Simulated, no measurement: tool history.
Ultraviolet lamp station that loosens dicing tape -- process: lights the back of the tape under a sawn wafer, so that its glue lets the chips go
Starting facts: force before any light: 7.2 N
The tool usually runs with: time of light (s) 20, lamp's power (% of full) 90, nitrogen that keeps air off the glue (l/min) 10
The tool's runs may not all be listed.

run,day,time of light (s),lamp's power (% of full),nitrogen that keeps air off the glue (l/min),force that peels the tape off (N),light that reached the tape (mJ/cm²)
1,0,20,90,10,0.5,228
2,2.179,20,90,10,0.537,223
# day 4.729: lamp changed
3,4.729,20,90,10,0.25,332
4,8.5,20,90,10,0.279,322
# day 9.579: window cleaned of glue's vapour
5,12.546,20,90,10,0.222,350
6,16.388,20,90,10,0.27,336
7,20.371,20,90,10,0.276,316
8,22.412,20,62,10,0.578,209
9,24.596,20,62,10,0.597,211
10,26.317,20,62,10,0.62,205
11,28.9,39,62,10,0.214,389
12,32.462,39,62,10,0.22,367
# day 34.583: window cleaned of glue's vapour
13,35.225,26,81,14,0.209,351
14,38.392,26,81,14,0.243,336
15,42.246,26,81,14,0.256,326
16,44.425,26,81,14,0.263,310
17,48.129,15,90,10,0.679,188
18,52.296,15,90,10,0.777,178

Run by run, hidden condition taken away, random variation retained:
Hidden conditions of the tool in this case: lamp's light, % of a new lamp's; light that the window lets through, % of a clean one's; drift of the gauge itself on peel_n, %; drift of the gauge itself on dose_mj_cm2, %.
run,force that peels the tape off (N),light that reached the tape (mJ/cm²)
1,0.227,373
2,0.231,373
3,0.224,367
4,0.236,371
5,0.206,374
6,0.238,374
7,0.229,369
8,0.413,251
9,0.403,258
10,0.4,256
11,0.186,502
12,0.182,497
13,0.181,435
14,0.205,432
15,0.204,438
16,0.206,430
17,0.328,275
18,0.339,277

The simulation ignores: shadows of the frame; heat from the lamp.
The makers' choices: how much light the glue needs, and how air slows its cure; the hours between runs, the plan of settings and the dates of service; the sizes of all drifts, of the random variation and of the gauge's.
